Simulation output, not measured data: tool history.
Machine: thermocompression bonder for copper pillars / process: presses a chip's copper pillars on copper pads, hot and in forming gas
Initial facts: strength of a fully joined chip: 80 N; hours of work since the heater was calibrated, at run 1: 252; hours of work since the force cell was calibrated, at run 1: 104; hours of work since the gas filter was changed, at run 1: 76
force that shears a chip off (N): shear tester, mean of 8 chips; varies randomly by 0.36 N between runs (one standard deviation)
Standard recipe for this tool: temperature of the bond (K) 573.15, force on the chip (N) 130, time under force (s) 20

run,hour,temperature of the bond (K),force on the chip (N),time under force (s),hours of work since the heater was calibrated,hours of work since the force cell was calibrated,hours of work since the gas filter was changed,force that shears a chip off (N)
1,0,573.15,130,20,252,104,76,36.5
2,38.9,573.15,91,20,269,121,94,29.5
3,70.1,573.15,91,20,283,135,108,29
4,94.5,573.15,91,20,294,146,119,30
5,114.8,573.15,91,20,303,155,128,29.3
6,133.9,573.15,91,20,312,164,136,29.6
# hour 137.1: force cell calibrated
7,156.4,573.15,141,20,321,9,146,36.9
8,174,573.15,96,20,329,17,154,29.8
9,206.5,573.15,96,20,344,31,168,30
10,232.4,576.15,176,37,355,43,180,51.4
11,271.6,554.15,105,25,373,60,197,28.6
12,308.5,597.15,105,25,389,77,214,41.7
13,337,573.15,99,21,402,90,227,31.5
# hour 352: force cell calibrated, once more
14,364,578.15,187,26,414,5,238,48.6
# hour 379: forming gas filter changed
15,402.3,556.15,84,17,431,22,10,22.9
16,420.6,553.15,116,30,439,30,19,34.3
17,441.3,553.15,116,30,448,40,28,34.2

Each row is a separate what-if for the run after 17, all from the same tool condition, not one after another. Results?
A,479.6,559.15,130,30,465,57,45,?
B,479.6,574.15,126,30,465,57,45,?
C,479.6,571.15,116,31,465,57,45,?

run,force that shears a chip off (N)
A,38.3
B,43.4
C,39.8
The same runs, with their run-to-run variation unchanged, on a tool lacking any hidden condition would have given:
run,force that shears a chip off (N)
A,37.5
B,42.6
C,39
